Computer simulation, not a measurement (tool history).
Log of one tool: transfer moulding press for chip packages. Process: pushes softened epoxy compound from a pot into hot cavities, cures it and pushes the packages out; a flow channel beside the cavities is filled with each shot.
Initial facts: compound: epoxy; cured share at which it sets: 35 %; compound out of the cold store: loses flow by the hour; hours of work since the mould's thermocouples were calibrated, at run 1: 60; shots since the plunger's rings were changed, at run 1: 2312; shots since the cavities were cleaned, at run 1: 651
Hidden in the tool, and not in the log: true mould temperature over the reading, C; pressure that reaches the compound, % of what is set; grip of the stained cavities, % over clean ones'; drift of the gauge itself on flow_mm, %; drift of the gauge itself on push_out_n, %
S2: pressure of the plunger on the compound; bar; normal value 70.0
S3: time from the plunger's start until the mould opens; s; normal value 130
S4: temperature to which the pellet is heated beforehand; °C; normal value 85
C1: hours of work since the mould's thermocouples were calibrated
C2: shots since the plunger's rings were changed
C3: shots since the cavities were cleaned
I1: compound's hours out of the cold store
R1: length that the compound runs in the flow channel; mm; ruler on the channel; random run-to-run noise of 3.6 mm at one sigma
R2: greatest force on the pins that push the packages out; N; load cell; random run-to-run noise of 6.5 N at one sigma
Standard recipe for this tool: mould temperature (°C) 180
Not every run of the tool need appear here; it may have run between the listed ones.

run 1 hour=0.0 | mould_temperature_(°C)=180 S2=70.0 S3=130 S4=85 | C1=60 C2=2312 C3=651 | I1=45.4 | R1=837 R2=404
run 2 hour=21.3 | mould_temperature_(°C)=180 S2=70.0 S3=130 S4=85 | C1=73 C2=2515 C3=854 | I1=20.4 | R1=964 R2=423
run 3 hour=41.7 | mould_temperature_(°C)=180 S2=70.0 S3=130 S4=86 | C1=85 C2=2710 C3=1049 | I1=10.4 | R1=1017 R2=467
-- hour=56.3 cavities cleaned with cleaning compound and waxed
run 4 hour=62.3 | mould_temperature_(°C)=180 S2=70.0 S3=130 S4=86 | C1=97 C2=2891 C3=57 | I1=8.6 | R1=1037 R2=291
run 5 hour=71.2 | mould_temperature_(°C)=180 S2=70.0 S3=130 S4=86 | C1=102 C2=2976 C3=142 | I1=43.1 | R1=841 R2=299
run 6 hour=90.1 | mould_temperature_(°C)=180 S2=70.0 S3=130 S4=85 | C1=114 C2=3157 C3=323 | I1=8.6 | R1=1023 R2=353
run 7 hour=102.2 | mould_temperature_(°C)=180 S2=70.0 S3=130 S4=85 | C1=121 C2=3271 C3=437 | I1=30.0 | R1=903 R2=359
run 8 hour=114.1 | mould_temperature_(°C)=180 S2=52.6 S3=130 S4=85 | C1=128 C2=3385 C3=551 | I1=34.4 | R1=764 R2=396
run 9 hour=130.4 | mould_temperature_(°C)=180 S2=52.6 S3=130 S4=85 | C1=138 C2=3540 C3=706 | I1=16.5 | R1=839 R2=422
run 10 hour=140.7 | mould_temperature_(°C)=180 S2=70.0 S3=125 S4=85 | C1=144 C2=3639 C3=805 | I1=27.6 | R1=909 R2=425
run 11 hour=156.3 | mould_temperature_(°C)=180 S2=70.0 S3=125 S4=85 | C1=154 C2=3786 C3=952 | I1=13.1 | R1=991 R2=459
run 12 hour=177.1 | mould_temperature_(°C)=180 S2=77.9 S3=130 S4=85 | C1=166 C2=3984 C3=1150 | I1=38.1 | R1=903 R2=459
-- hour=181.6 cavities cleaned with cleaning compound and waxed
run 13 hour=194.2 | mould_temperature_(°C)=180 S2=70.0 S3=130 S4=79 | C1=176 C2=4134 C3=121 | I1=10.5 | R1=1011 R2=303
run 14 hour=205.1 | mould_temperature_(°C)=180 S2=70.0 S3=130 S4=79 | C1=182 C2=4237 C3=224 | I1=8.6 | R1=1020 R2=342
run 15 hour=219.0 | mould_temperature_(°C)=180 S2=70.0 S3=130 S4=80 | C1=191 C2=4370 C3=357 | I1=26.1 | R1=914 R2=346

Expected results for the next run?
run 16 hour=230.9 | mould_temperature_(°C)=185 S2=70.0 S3=131 S4=80 | C1=198 C2=4483 C3=470 | I1=13.3 | R1=? R2=?

Run 16 produced R1 964 mm, R2 352 N.
Had the tool carried no hidden state, the very same run would have given R1 1011 mm, R2 242 N.
